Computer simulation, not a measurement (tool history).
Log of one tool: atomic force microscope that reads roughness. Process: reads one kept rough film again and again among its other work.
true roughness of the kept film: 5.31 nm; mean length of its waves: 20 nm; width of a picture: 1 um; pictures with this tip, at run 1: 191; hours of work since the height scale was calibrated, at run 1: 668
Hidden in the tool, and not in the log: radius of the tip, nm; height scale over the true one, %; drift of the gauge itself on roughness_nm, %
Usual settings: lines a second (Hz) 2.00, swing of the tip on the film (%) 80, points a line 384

| run | hour | lines a second (Hz) | swing of the tip on the film (%) | points a line | pictures with this tip | hours of work since the height scale was calibrated | roughness of the kept film (nm (root mean square)) |
|---|---|---|---|---|---|---|---|
| 1 | 0.0 | 2.00 | 80 | 384 | 191 | 668 | 3.337 |
| 2 | 54.1 | 2.00 | 80 | 384 | 242 | 701 | 3.272 |
| 3 | 90.8 | 2.00 | 80 | 384 | 276 | 722 | 3.197 |
| 4 | 133.3 | 2.00 | 80 | 384 | 316 | 748 | 3.096 |
|  | 178.0 | new tip fitted |
| 5 | 185.5 | 2.00 | 80 | 384 | 7 | 778 | 3.838 |
| 6 | 227.7 | 2.00 | 80 | 384 | 46 | 803 | 3.709 |
| 7 | 276.1 | 2.00 | 80 | 384 | 91 | 832 | 3.591 |
| 8 | 309.0 | 3.08 | 80 | 384 | 122 | 852 | 3.398 |
| 9 | 336.9 | 3.08 | 79 | 384 | 148 | 868 | 3.361 |
| 10 | 367.4 | 2.00 | 80 | 384 | 176 | 886 | 3.387 |
| 11 | 397.2 | 2.00 | 80 | 384 | 204 | 904 | 3.353 |
| 12 | 451.1 | 2.00 | 80 | 384 | 254 | 936 | 3.227 |
| 13 | 488.2 | 1.65 | 80 | 384 | 289 | 958 | 3.187 |
| 14 | 541.6 | 1.65 | 80 | 384 | 339 | 990 | 3.116 |
|  | 559.6 | new tip fitted |
| 15 | 588.9 | 1.65 | 80 | 384 | 27 | 1017 | 3.741 |
| 16 | 636.0 | 1.65 | 80 | 384 | 71 | 1045 | 3.611 |
| 17 | 687.3 | 2.15 | 80 | 338 | 119 | 1076 | 3.446 |
| 18 | 739.0 | 2.15 | 73 | 338 | 167 | 1106 | 3.370 |
| 19 | 791.4 | 2.06 | 81 | 795 | 216 | 1138 | 3.282 |
| 20 | 832.2 | 0.54 | 79 | 992 | 254 | 1162 | 3.390 |
| 21 | 857.4 | 1.58 | 79 | 992 | 278 | 1177 | 3.228 |
| 22 | 909.2 | 1.30 | 64 | 601 | 326 | 1207 | 3.224 |
|  | 942.7 | new tip fitted |
| 23 | 947.9 | 1.30 | 64 | 601 | 4 | 1230 | 4.022 |
| 24 | 984.7 | 1.54 | 64 | 601 | 39 | 1252 | 3.875 |
| 25 | 1014.5 | 1.54 | 64 | 601 | 66 | 1270 | 3.783 |
| 26 | 1042.4 | 0.89 | 69 | 390 | 93 | 1286 | 3.710 |
| 27 | 1092.6 | 0.89 | 68 | 397 | 139 | 1316 | 3.620 |
| 28 | 1126.4 | 1.20 | 68 | 397 | 171 | 1336 | 3.533 |
| 29 | 1157.3 | 0.73 | 66 | 410 | 200 | 1354 | 3.457 |

3 ways to go on from here, each from the tool as it stands after run 29. What would each give?
| A | 1204.3 | 0.73 | 80 | 384 | 243 | 1382 | ? |
| B | 1204.3 | 1.04 | 70 | 384 | 243 | 1382 | ? |
| C | 1204.3 | 2.00 | 69 | 384 | 243 | 1382 | ? |

| run | roughness of the kept film (nm (root mean square)) |
|---|---|
| A | 3.341 |
| B | 3.336 |
| C | 3.302 |
Without the tool's hidden state the same runs would have given:
| run | roughness of the kept film (nm (root mean square)) |
|---|---|
| A | 4.048 |
| B | 4.042 |
| C | 4.001 |

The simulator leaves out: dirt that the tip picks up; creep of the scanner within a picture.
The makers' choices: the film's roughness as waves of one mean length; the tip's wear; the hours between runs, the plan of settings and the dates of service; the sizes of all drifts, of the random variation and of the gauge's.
